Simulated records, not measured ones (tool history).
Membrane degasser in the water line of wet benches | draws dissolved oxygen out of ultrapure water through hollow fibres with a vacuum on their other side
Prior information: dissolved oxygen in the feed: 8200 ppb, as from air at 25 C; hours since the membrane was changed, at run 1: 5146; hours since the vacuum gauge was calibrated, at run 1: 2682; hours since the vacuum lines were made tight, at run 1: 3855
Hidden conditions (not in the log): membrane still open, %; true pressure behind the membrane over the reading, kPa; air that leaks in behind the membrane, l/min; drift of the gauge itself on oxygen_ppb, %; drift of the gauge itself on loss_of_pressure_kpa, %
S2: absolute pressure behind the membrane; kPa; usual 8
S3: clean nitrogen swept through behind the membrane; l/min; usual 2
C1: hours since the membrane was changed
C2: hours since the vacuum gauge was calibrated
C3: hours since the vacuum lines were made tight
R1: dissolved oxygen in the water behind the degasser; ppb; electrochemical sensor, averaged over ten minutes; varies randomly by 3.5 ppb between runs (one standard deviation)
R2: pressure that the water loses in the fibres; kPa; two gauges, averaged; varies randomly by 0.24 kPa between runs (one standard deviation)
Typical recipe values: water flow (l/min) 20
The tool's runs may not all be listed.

{"run": 1, "hour": 0.0, "water flow (l/min)": 20, "S2": 8, "S3": 2, "C1": 5146, "C2": 2682, "C3": 3855, "R1": 337.9, "R2": 60.75}
{"run": 2, "hour": 256.9, "water flow (l/min)": 20, "S2": 8, "S3": 2, "C1": 5403, "C2": 2939, "C3": 4112, "R1": 346.3, "R2": 60.39}
{"run": 3, "hour": 417.4, "water flow (l/min)": 20, "S2": 8, "S3": 2, "C1": 5564, "C2": 3100, "C3": 4272, "R1": 351.3, "R2": 60.49}
{"run": 4, "hour": 707.2, "water flow (l/min)": 27, "S2": 8, "S3": 2, "C1": 5853, "C2": 3390, "C3": 4562, "R1": 624.8, "R2": 80.81}
{"hour": 930.7, "done": "seals of the vacuum lines changed"}
{"run": 5, "hour": 984.5, "water flow (l/min)": 20, "S2": 8, "S3": 4.69, "C1": 6129, "C2": 3665, "C3": 54, "R1": 288.7, "R2": 60.15}
{"run": 6, "hour": 1235.1, "water flow (l/min)": 20, "S2": 8, "S3": 2, "C1": 6379, "C2": 3915, "C3": 304, "R1": 348.2, "R2": 59.78}
{"run": 7, "hour": 1514.7, "water flow (l/min)": 20, "S2": 8, "S3": 2, "C1": 6659, "C2": 4195, "C3": 584, "R1": 346.4, "R2": 59.69}
{"run": 8, "hour": 1785.8, "water flow (l/min)": 20, "S2": 8, "S3": 2, "C1": 6930, "C2": 4466, "C3": 855, "R1": 350.7, "R2": 59.43}
{"run": 9, "hour": 1915.3, "water flow (l/min)": 20, "S2": 8, "S3": 2, "C1": 7059, "C2": 4596, "C3": 985, "R1": 350.2, "R2": 60.13}
{"run": 10, "hour": 2068.4, "water flow (l/min)": 20, "S2": 8, "S3": 2, "C1": 7213, "C2": 4749, "C3": 1138, "R1": 342.2, "R2": 59.56}
{"run": 11, "hour": 2311.6, "water flow (l/min)": 20, "S2": 8, "S3": 2, "C1": 7456, "C2": 4992, "C3": 1381, "R1": 351.9, "R2": 59.33}
{"run": 12, "hour": 2494.0, "water flow (l/min)": 20, "S2": 12.37, "S3": 1.17, "C1": 7638, "C2": 5174, "C3": 1563, "R1": 556.1, "R2": 59.49}
{"hour": 2759.0, "done": "vacuum gauge calibrated"}
{"run": 13, "hour": 2804.5, "water flow (l/min)": 20, "S2": 9.14, "S3": 1.39, "C1": 7948, "C2": 46, "C3": 1873, "R1": 422.8, "R2": 59.15}
{"run": 14, "hour": 2986.3, "water flow (l/min)": 22, "S2": 6.25, "S3": 2, "C1": 8130, "C2": 227, "C3": 2055, "R1": 372.4, "R2": 65.09}
{"hour": 3114.0, "done": "gauge calibrated"}
{"run": 15, "hour": 3244.0, "water flow (l/min)": 15, "S2": 18.33, "S3": 2, "C1": 8388, "C2": 485, "C3": 2313, "R1": 368.4, "R2": 45.45}
{"hour": 3463.5, "done": "membrane cartridge changed"}
{"run": 16, "hour": 3556.8, "water flow (l/min)": 15, "S2": 18.33, "S3": 2, "C1": 93, "C2": 794, "C3": 2622, "R1": 359.9, "R2": 45.29}
{"run": 17, "hour": 3769.5, "water flow (l/min)": 22, "S2": 6.39, "S3": 0.91, "C1": 306, "C2": 1007, "C3": 2834, "R1": 461.2, "R2": 66.05}
{"run": 18, "hour": 3996.2, "water flow (l/min)": 22, "S2": 6.39, "S3": 0.91, "C1": 533, "C2": 1233, "C3": 3061, "R1": 465.3, "R2": 66.22}
{"run": 19, "hour": 4213.4, "water flow (l/min)": 19, "S2": 6.39, "S3": 0.91, "C1": 750, "C2": 1450, "C3": 3278, "R1": 348, "R2": 56.57}
{"run": 20, "hour": 4438.1, "water flow (l/min)": 19, "S2": 6.39, "S3": 0.91, "C1": 975, "C2": 1675, "C3": 3503, "R1": 347.9, "R2": 56.8}
{"run": 21, "hour": 4640.5, "water flow (l/min)": 25, "S2": 10.14, "S3": 2, "C1": 1177, "C2": 1878, "C3": 3705, "R1": 593.8, "R2": 74.65}
{"run": 22, "hour": 4810.6, "water flow (l/min)": 28, "S2": 8, "S3": 2.09, "C1": 1347, "C2": 2048, "C3": 3875, "R1": 672.4, "R2": 82.86}

Selected run-to-run steps in R2, each split into two signed amounts: the part the tool would show with no hidden state at all (from settings, incoming material and random variation), and the remainder, which goes to the hidden state together with any gauge scatter not common to the measured and the hidden-state-free results:
Run 4 -> 5: water flow (l/min) 27 -> 20, S3 2 -> 4.69, seals of the vacuum lines changed. R2 -20.66 kPa: hidden state -0.03, all else -20.63.
Run 14 -> 15: water flow (l/min) 22 -> 15, S2 6.25 -> 18.33, gauge calibrated. R2 -19.64 kPa: hidden state +1.33, all else -20.97.
Run 16 -> 17: water flow (l/min) 15 -> 22, S2 18.33 -> 6.39, S3 2 -> 0.91. R2 +20.76 kPa: hidden state -0.17, all else +20.93.
Run 20 -> 21: water flow (l/min) 19 -> 25, S2 6.39 -> 10.14, S3 0.91 -> 2. R2 +17.85 kPa: hidden state -0.26, all else +18.11.

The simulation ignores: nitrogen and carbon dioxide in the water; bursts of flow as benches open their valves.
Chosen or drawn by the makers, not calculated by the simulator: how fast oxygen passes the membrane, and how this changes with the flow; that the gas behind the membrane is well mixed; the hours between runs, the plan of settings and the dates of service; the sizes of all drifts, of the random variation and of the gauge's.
